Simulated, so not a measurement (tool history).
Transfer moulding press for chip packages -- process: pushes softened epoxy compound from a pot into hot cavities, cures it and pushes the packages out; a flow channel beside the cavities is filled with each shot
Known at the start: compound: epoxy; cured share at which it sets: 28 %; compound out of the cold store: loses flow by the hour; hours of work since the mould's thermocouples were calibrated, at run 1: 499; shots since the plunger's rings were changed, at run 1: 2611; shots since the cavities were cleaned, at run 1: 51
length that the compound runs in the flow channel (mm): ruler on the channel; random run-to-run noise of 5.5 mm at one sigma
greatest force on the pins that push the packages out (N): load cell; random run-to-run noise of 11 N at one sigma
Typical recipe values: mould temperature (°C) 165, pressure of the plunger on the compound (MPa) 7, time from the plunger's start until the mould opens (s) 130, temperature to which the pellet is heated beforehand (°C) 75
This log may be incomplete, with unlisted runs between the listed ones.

run	hour	mould temperature (°C)	pressure of the plunger on the compound (MPa)	time from the plunger's start until the mould opens (s)	temperature to which the pellet is heated beforehand (°C)	hours of work since the mould's thermocouples were calibrated	shots since the plunger's rings were changed	shots since the cavities were cleaned	incoming compound's hours out of the cold store	length that the compound runs in the flow channel (mm)	greatest force on the pins that push the packages out (N)
1	0	165	7	130	75	499	2611	51	42.8	500	612
2	16.2	165	7	130	75	509	2756	196	29.1	538	684
3	44.6	165	5.34	130	75	525	3009	449	14.1	505	826
# hour 62.3: cavities cleaned with cleaning compound and waxed
4	72.6	165	7	130	75	540	3244	91	22.8	548	972
5	104.3	165	7	130	75	557	3526	373	21.5	540	914
6	123.9	158	7	130	75	569	3702	549	24.4	558	1494
# hour 129.7: cavities cleaned with cleaning compound and waxed
7	143.5	158	7	130	75	579	3862	122	41.5	506	969
8	170.3	158	7	130	75	594	4101	361	40.3	501	1161
9	185.3	158	6.12	131	75	602	4235	495	22.7	527	1240

Run 10 comes next. What will it give?
# hour 190.1: mould's thermocouples calibrated
# hour 197.1: cavities cleaned with cleaning compound and waxed, once more
10	217.8	158	6.12	131	75	15	4493	184	40.7	?	?

length that the compound runs in the flow channel (mm): 468
greatest force on the pins that push the packages out (N): 895
With the hidden condition absent and the run-to-run variation left alone, this run would have shown length that the compound runs in the flow channel (mm) 515, greatest force on the pins that push the packages out (N) 728.

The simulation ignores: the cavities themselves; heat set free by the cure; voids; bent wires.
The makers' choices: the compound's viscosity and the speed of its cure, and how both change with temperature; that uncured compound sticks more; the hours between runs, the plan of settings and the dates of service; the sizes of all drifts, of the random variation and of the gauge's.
